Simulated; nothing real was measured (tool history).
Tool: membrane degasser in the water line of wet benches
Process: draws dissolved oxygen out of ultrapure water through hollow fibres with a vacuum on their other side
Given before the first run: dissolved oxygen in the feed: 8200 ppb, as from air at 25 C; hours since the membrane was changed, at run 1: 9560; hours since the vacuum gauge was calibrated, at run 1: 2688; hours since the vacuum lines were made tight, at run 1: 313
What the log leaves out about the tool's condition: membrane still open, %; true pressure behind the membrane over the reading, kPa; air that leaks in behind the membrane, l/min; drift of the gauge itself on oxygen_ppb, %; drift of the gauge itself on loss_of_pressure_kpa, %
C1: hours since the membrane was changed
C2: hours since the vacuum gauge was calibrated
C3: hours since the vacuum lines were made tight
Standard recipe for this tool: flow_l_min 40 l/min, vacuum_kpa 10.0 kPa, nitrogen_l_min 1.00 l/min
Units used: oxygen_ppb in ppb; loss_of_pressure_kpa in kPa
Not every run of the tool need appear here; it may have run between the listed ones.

run 1 hour=0.0 | flow_l_min=40 vacuum_kpa=10.0 nitrogen_l_min=1.00 | C1=9560 C2=2688 C3=313 | oxygen_ppb=650.0 loss_of_pressure_kpa=55.69
run 2 hour=268.9 | flow_l_min=40 vacuum_kpa=12.6 nitrogen_l_min=1.00 | C1=9829 C2=2957 C3=582 | oxygen_ppb=824.1 loss_of_pressure_kpa=55.84
run 3 hour=504.9 | flow_l_min=40 vacuum_kpa=10.0 nitrogen_l_min=1.00 | C1=10065 C2=3193 C3=818 | oxygen_ppb=652.5 loss_of_pressure_kpa=56.29
-- hour=614.5 vacuum gauge calibrated
run 4 hour=697.0 | flow_l_min=40 vacuum_kpa=10.0 nitrogen_l_min=1.00 | C1=10257 C2=83 C3=1010 | oxygen_ppb=650.1 loss_of_pressure_kpa=56.00
run 5 hour=1005.2 | flow_l_min=40 vacuum_kpa=10.0 nitrogen_l_min=0.56 | C1=10565 C2=391 C3=1318 | oxygen_ppb=910.7 loss_of_pressure_kpa=55.97
run 6 hour=1322.9 | flow_l_min=40 vacuum_kpa=10.0 nitrogen_l_min=0.56 | C1=10883 C2=708 C3=1636 | oxygen_ppb=919.6 loss_of_pressure_kpa=55.91
run 7 hour=1568.1 | flow_l_min=40 vacuum_kpa=10.0 nitrogen_l_min=0.56 | C1=11128 C2=954 C3=1881 | oxygen_ppb=910.3 loss_of_pressure_kpa=56.44
run 8 hour=1788.0 | flow_l_min=40 vacuum_kpa=10.0 nitrogen_l_min=1.00 | C1=11348 C2=1174 C3=2101 | oxygen_ppb=651.6 loss_of_pressure_kpa=55.80
run 9 hour=1946.0 | flow_l_min=42 vacuum_kpa=10.0 nitrogen_l_min=1.00 | C1=11506 C2=1331 C3=2259 | oxygen_ppb=680.3 loss_of_pressure_kpa=59.00
run 10 hour=2172.9 | flow_l_min=40 vacuum_kpa=10.0 nitrogen_l_min=1.00 | C1=11733 C2=1558 C3=2486 | oxygen_ppb=657.2 loss_of_pressure_kpa=55.86
run 11 hour=2455.1 | flow_l_min=40 vacuum_kpa=10.0 nitrogen_l_min=1.00 | C1=12015 C2=1841 C3=2768 | oxygen_ppb=658.4 loss_of_pressure_kpa=56.28
run 12 hour=2603.1 | flow_l_min=40 vacuum_kpa=10.0 nitrogen_l_min=1.00 | C1=12163 C2=1989 C3=2916 | oxygen_ppb=654.3 loss_of_pressure_kpa=55.89
run 13 hour=2905.5 | flow_l_min=40 vacuum_kpa=10.0 nitrogen_l_min=1.00 | C1=12465 C2=2291 C3=3218 | oxygen_ppb=655.1 loss_of_pressure_kpa=56.66
run 14 hour=3102.1 | flow_l_min=40 vacuum_kpa=13.0 nitrogen_l_min=1.00 | C1=12662 C2=2488 C3=3415 | oxygen_ppb=871.7 loss_of_pressure_kpa=56.47
run 15 hour=3262.6 | flow_l_min=40 vacuum_kpa=10.0 nitrogen_l_min=1.00 | C1=12822 C2=2648 C3=3576 | oxygen_ppb=659.1 loss_of_pressure_kpa=56.15
run 16 hour=3437.3 | flow_l_min=40 vacuum_kpa=15.1 nitrogen_l_min=1.00 | C1=12997 C2=2823 C3=3750 | oxygen_ppb=1000.0 loss_of_pressure_kpa=56.24
run 17 hour=3574.7 | flow_l_min=40 vacuum_kpa=15.1 nitrogen_l_min=1.00 | C1=13135 C2=2960 C3=3888 | oxygen_ppb=1001.5 loss_of_pressure_kpa=56.45
run 18 hour=3842.7 | flow_l_min=40 vacuum_kpa=15.1 nitrogen_l_min=1.00 | C1=13403 C2=3228 C3=4156 | oxygen_ppb=999.6 loss_of_pressure_kpa=56.23
-- hour=3921.4 vacuum gauge calibrated
run 19 hour=4060.7 | flow_l_min=52 vacuum_kpa=14.8 nitrogen_l_min=0.43 | C1=13620 C2=139 C3=4373 | oxygen_ppb=1871.6 loss_of_pressure_kpa=73.41
run 20 hour=4381.8 | flow_l_min=42 vacuum_kpa=7.9 nitrogen_l_min=2.20 | C1=13941 C2=460 C3=4694 | oxygen_ppb=353.4 loss_of_pressure_kpa=59.75
run 21 hour=4683.9 | flow_l_min=40 vacuum_kpa=10.0 nitrogen_l_min=0.71 | C1=14243 C2=763 C3=4996 | oxygen_ppb=797.4 loss_of_pressure_kpa=56.82
run 22 hour=4842.8 | flow_l_min=40 vacuum_kpa=10.0 nitrogen_l_min=0.71 | C1=14402 C2=921 C3=5155 | oxygen_ppb=803.9 loss_of_pressure_kpa=56.57
run 23 hour=5005.8 | flow_l_min=40 vacuum_kpa=10.0 nitrogen_l_min=0.71 | C1=14565 C2=1084 C3=5318 | oxygen_ppb=800.4 loss_of_pressure_kpa=56.59
run 24 hour=5317.5 | flow_l_min=40 vacuum_kpa=10.0 nitrogen_l_min=0.71 | C1=14877 C2=1396 C3=5630 | oxygen_ppb=798.9 loss_of_pressure_kpa=56.80
run 25 hour=5500.8 | flow_l_min=43 vacuum_kpa=7.0 nitrogen_l_min=0.61 | C1=15060 C2=1579 C3=5813 | oxygen_ppb=600.8 loss_of_pressure_kpa=60.88
run 26 hour=5714.6 | flow_l_min=54 vacuum_kpa=17.3 nitrogen_l_min=1.53 | C1=15274 C2=1793 C3=6027 | oxygen_ppb=1109.5 loss_of_pressure_kpa=77.10
run 27 hour=5881.5 | flow_l_min=54 vacuum_kpa=17.3 nitrogen_l_min=1.53 | C1=15441 C2=1960 C3=6194 | oxygen_ppb=1120.2 loss_of_pressure_kpa=76.57
run 28 hour=6088.2 | flow_l_min=54 vacuum_kpa=17.3 nitrogen_l_min=1.53 | C1=15648 C2=2167 C3=6401 | oxygen_ppb=1111.2 loss_of_pressure_kpa=76.36
run 29 hour=6402.1 | flow_l_min=40 vacuum_kpa=16.9 nitrogen_l_min=2.57 | C1=15961 C2=2481 C3=6715 | oxygen_ppb=606.3 loss_of_pressure_kpa=56.92
run 30 hour=6717.6 | flow_l_min=40 vacuum_kpa=16.9 nitrogen_l_min=2.57 | C1=16277 C2=2796 C3=7030 | oxygen_ppb=610.4 loss_of_pressure_kpa=57.02
run 31 hour=6866.0 | flow_l_min=40 vacuum_kpa=10.1 nitrogen_l_min=0.75 | C1=16425 C2=2945 C3=7178 | oxygen_ppb=787.3 loss_of_pressure_kpa=56.83
run 32 hour=7086.4 | flow_l_min=32 vacuum_kpa=12.7 nitrogen_l_min=0.87 | C1=16646 C2=3165 C3=7399 | oxygen_ppb=770.2 loss_of_pressure_kpa=45.97

Table of differences, measured result less the result of that run with no hidden state. Run-to-run variation is the same in both. Gauge scatter possibly is not:
run=1 oxygen_ppb=+16.4 loss_of_pressure_kpa=+1.53
run=2 oxygen_ppb=+16.4 loss_of_pressure_kpa=+1.57
run=3 oxygen_ppb=+17.9 loss_of_pressure_kpa=+1.62
run=4 oxygen_ppb=+16.8 loss_of_pressure_kpa=+1.65
run=5 oxygen_ppb=+16.9 loss_of_pressure_kpa=+1.70
run=6 oxygen_ppb=+18.1 loss_of_pressure_kpa=+1.74
run=7 oxygen_ppb=+18.5 loss_of_pressure_kpa=+1.79
run=8 oxygen_ppb=+19.9 loss_of_pressure_kpa=+1.82
run=9 oxygen_ppb=+21.2 loss_of_pressure_kpa=+1.93
run=10 oxygen_ppb=+21.2 loss_of_pressure_kpa=+1.87
run=11 oxygen_ppb=+21.9 loss_of_pressure_kpa=+1.93
run=12 oxygen_ppb=+22.3 loss_of_pressure_kpa=+1.93
run=13 oxygen_ppb=+23.1 loss_of_pressure_kpa=+2.00
run=14 oxygen_ppb=+23.0 loss_of_pressure_kpa=+2.02
run=15 oxygen_ppb=+24.1 loss_of_pressure_kpa=+2.04
run=16 oxygen_ppb=+23.0 loss_of_pressure_kpa=+2.07
run=17 oxygen_ppb=+23.3 loss_of_pressure_kpa=+2.10
run=18 oxygen_ppb=+24.0 loss_of_pressure_kpa=+2.13
run=19 oxygen_ppb=+8.5 loss_of_pressure_kpa=+2.83
run=20 oxygen_ppb=+23.4 loss_of_pressure_kpa=+2.34
run=21 oxygen_ppb=+18.7 loss_of_pressure_kpa=+2.27
run=22 oxygen_ppb=+19.2 loss_of_pressure_kpa=+2.29
run=23 oxygen_ppb=+19.6 loss_of_pressure_kpa=+2.33
run=24 oxygen_ppb=+20.5 loss_of_pressure_kpa=+2.37
run=25 oxygen_ppb=+23.4 loss_of_pressure_kpa=+2.58
run=26 oxygen_ppb=+29.7 loss_of_pressure_kpa=+3.31
run=27 oxygen_ppb=+30.4 loss_of_pressure_kpa=+3.34
run=28 oxygen_ppb=+30.7 loss_of_pressure_kpa=+3.35
run=29 oxygen_ppb=+27.9 loss_of_pressure_kpa=+2.55
run=30 oxygen_ppb=+28.8 loss_of_pressure_kpa=+2.60
run=31 oxygen_ppb=+25.2 loss_of_pressure_kpa=+2.62
run=32 oxygen_ppb=+22.8 loss_of_pressure_kpa=+2.14
